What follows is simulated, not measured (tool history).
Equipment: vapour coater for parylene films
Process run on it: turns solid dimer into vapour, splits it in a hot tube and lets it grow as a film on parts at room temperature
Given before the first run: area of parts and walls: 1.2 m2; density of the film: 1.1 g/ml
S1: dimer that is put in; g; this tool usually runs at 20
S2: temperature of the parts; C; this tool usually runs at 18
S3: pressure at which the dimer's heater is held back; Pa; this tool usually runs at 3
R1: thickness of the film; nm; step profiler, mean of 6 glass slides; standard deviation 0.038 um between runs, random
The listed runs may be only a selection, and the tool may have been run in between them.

Run 1, day 0: usual settings. Result: R1 10150 nm.
Run 2, day 0.825: usual settings but S2 28 C. Result: R1 6840 nm.
Run 3, day 1.625: usual settings but S2 28 C. Result: R1 6820 nm.
Run 4, day 2.421: usual settings. Result: R1 10110 nm.
Run 5, day 3.167: usual settings. Result: R1 10110 nm.
At day 3.933: trap's valve overhauled.
Run 6, day 4.446: usual settings but S2 16 C. Result: R1 10900 nm.
Run 7, day 5.221: usual settings but S2 16 C. Result: R1 10900 nm.
Run 8, day 6.288: usual settings but S2 16 C. Result: R1 10990 nm.
Run 9, day 7.85: usual settings but S2 16 C. Result: R1 11010 nm.
Run 10, day 9.112: usual settings but S2 16 C. Result: R1 11000 nm.
Run 11, day 9.875: usual settings but S2 16 C. Result: R1 11050 nm.
Run 12, day 11.446: usual settings. Result: R1 10100 nm.
Run 13, day 12.292: usual settings. Result: R1 10070 nm.
Run 14, day 13.808: usual settings. Result: R1 10150 nm.
Run 15, day 15.283: usual settings but S1 25 g. Result: R1 12680 nm.
Run 16, day 15.967: usual settings but S1 25 g. Result: R1 12510 nm.
At day 16.379: trap's valve overhauled.
Run 17, day 16.992: usual settings. Result: R1 10190 nm.
Run 18, day 17.896: usual settings but S2 24 C. Result: R1 7950 nm.
Run 19, day 19.462: usual settings but S1 9 g. Result: R1 4580 nm.
Run 20, day 20.692: usual settings. Result: R1 10190 nm.
Run 21, day 21.5: usual settings. Result: R1 10130 nm.
Run 22, day 22.346: usual settings but S1 29 g. Result: R1 14670 nm.
Run 23, day 23.433: usual settings. Result: R1 10180 nm.
Run 24, day 24.238: usual settings but S3 11.45 Pa. Result: R1 8160 nm.
Run 25, day 25.783: usual settings but S1 28 g, S2 20 C, S3 5.49 Pa. Result: R1 11930 nm.
Run 26, day 26.8: usual settings but S1 19 g, S2 12 C, S3 2.08 Pa. Result: R1 12970 nm.
Run 27, day 27.754: usual settings but S1 19 g, S2 12 C, S3 2.08 Pa. Result: R1 12920 nm.
Run 28, day 28.475: usual settings but S2 21 C, S3 5.01 Pa. Result: R1 8240 nm.
At day 28.842: trap's valve overhauled.
Run 29, day 29.483: usual settings but S1 12 g, S3 2.47 Pa. Result: R1 6280 nm.
Run 30, day 30.942: usual settings but S1 16 g, S2 23 C, S3 3.2 Pa. Result: R1 6570 nm.
Run 31, day 31.717: usual settings but S1 16 g, S2 23 C, S3 3.2 Pa. Result: R1 6550 nm.
Run 32, day 32.988: usual settings but S1 16 g, S2 23 C, S3 3.2 Pa. Result: R1 6570 nm.
Run 33, day 34.238: usual settings but S1 16 g, S2 23 C, S3 3.2 Pa. Result: R1 6580 nm.
Run 34, day 35.404: usual settings but S1 33 g, S2 12 C, S3 2.74 Pa. Result: R1 21710 nm.
Run 35, day 36.404: usual settings but S1 33 g, S2 12 C, S3 2.74 Pa. Result: R1 21580 nm.
Run 36, day 37.762: usual settings but S1 8 g, S2 12 C, S3 3.13 Pa. Result: R1 5140 nm.
Run 37, day 38.912: usual settings but S1 8 g, S2 12 C, S3 3.13 Pa. Result: R1 5100 nm.
Run 38, day 40.258: usual settings but S1 8 g, S2 24 C, S3 3.84 Pa. Result: R1 3050 nm.
At day 41.317: trap's valve overhauled.
Run 39, day 41.825: usual settings but S1 8 g, S2 24 C, S3 3.66 Pa. Result: R1 3100 nm.
Run 40, day 42.842: usual settings but S1 8 g, S2 24 C, S3 4.4 Pa. Result: R1 3020 nm.
Run 41, day 44.329: usual settings but S1 8 g, S2 11 C, S3 7.89 Pa. Result: R1 4590 nm.
Run 42, day 44.967: usual settings but S1 27 g, S2 19 C, S3 9.06 Pa. Result: R1 11040 nm.
Run 43, day 46.196: usual settings but S1 27 g, S2 19 C, S3 9.06 Pa. Result: R1 10970 nm.
Run 44, day 47.583: usual settings but S1 16 g, S2 17 C, S3 10.59 Pa. Result: R1 6900 nm.
Run 45, day 48.733: usual settings but S1 23 g, S2 16 C, S3 5.49 Pa. Result: R1 11480 nm.

Below are 3 alternative next runs, each starting from the tool's condition after run 45. Predict each:
Run A, day 49.529: usual settings but S1 10 g, S2 16 C, S3 5.49 Pa. Result: R1 ?.
Run B, day 49.529: usual settings but S3 10.76 Pa. Result: R1 ?.
Run C, day 49.529: usual settings but S1 12 g, S2 12 C, S3 2.63 Pa. Result: R1 ?.

run    R1
  A  4990
  B  8280
  C  7870
Had the tool no hidden state, the same runs would have come out as:
run    R1
  A  5000
  B  8290
  C  7890

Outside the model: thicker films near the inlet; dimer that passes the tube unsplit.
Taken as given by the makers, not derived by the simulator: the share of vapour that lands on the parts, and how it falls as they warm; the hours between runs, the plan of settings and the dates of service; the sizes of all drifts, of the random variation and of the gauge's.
